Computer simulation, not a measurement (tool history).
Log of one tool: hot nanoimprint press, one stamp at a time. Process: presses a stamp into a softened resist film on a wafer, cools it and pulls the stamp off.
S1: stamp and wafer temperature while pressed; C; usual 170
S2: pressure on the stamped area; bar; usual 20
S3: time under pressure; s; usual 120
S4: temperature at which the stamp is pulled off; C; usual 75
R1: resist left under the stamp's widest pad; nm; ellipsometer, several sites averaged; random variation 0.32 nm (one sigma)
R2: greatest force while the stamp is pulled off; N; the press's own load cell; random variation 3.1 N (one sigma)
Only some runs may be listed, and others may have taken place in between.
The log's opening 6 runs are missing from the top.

Run 7, hour 73.3: usual settings. Result: R1 142.5 nm, R2 148 N.
Run 8, hour 84.9: usual settings. Result: R1 142.3 nm, R2 147 N.
Run 9, hour 96.0: usual settings but S4 65 C. Result: R1 141.8 nm, R2 186 N.
Run 10, hour 109.4: usual settings but S4 65 C. Result: R1 142.4 nm, R2 186 N.
Run 11, hour 118.3: usual settings but S4 82 C. Result: R1 141.7 nm, R2 123 N.
Run 12, hour 134.2: usual settings. Result: R1 141.5 nm, R2 152 N.
Run 13, hour 149.4: usual settings. Result: R1 141.9 nm, R2 152 N.
Run 14, hour 163.2: usual settings. Result: R1 141.5 nm, R2 148 N.
Run 15, hour 179.2: usual settings. Result: R1 141.5 nm, R2 147 N.

Run 16, settings as shown, results not yet in. Your forecast:
Run 16, hour 190.8: usual settings but S4 76 C. Result: R1 ?, R2 ?.

R1: 141.6 nm
R2: 143 N
Were there no unlogged condition in the tool, this run, its random variation unchanged, would have produced R1 142.8 nm, R2 141 N.
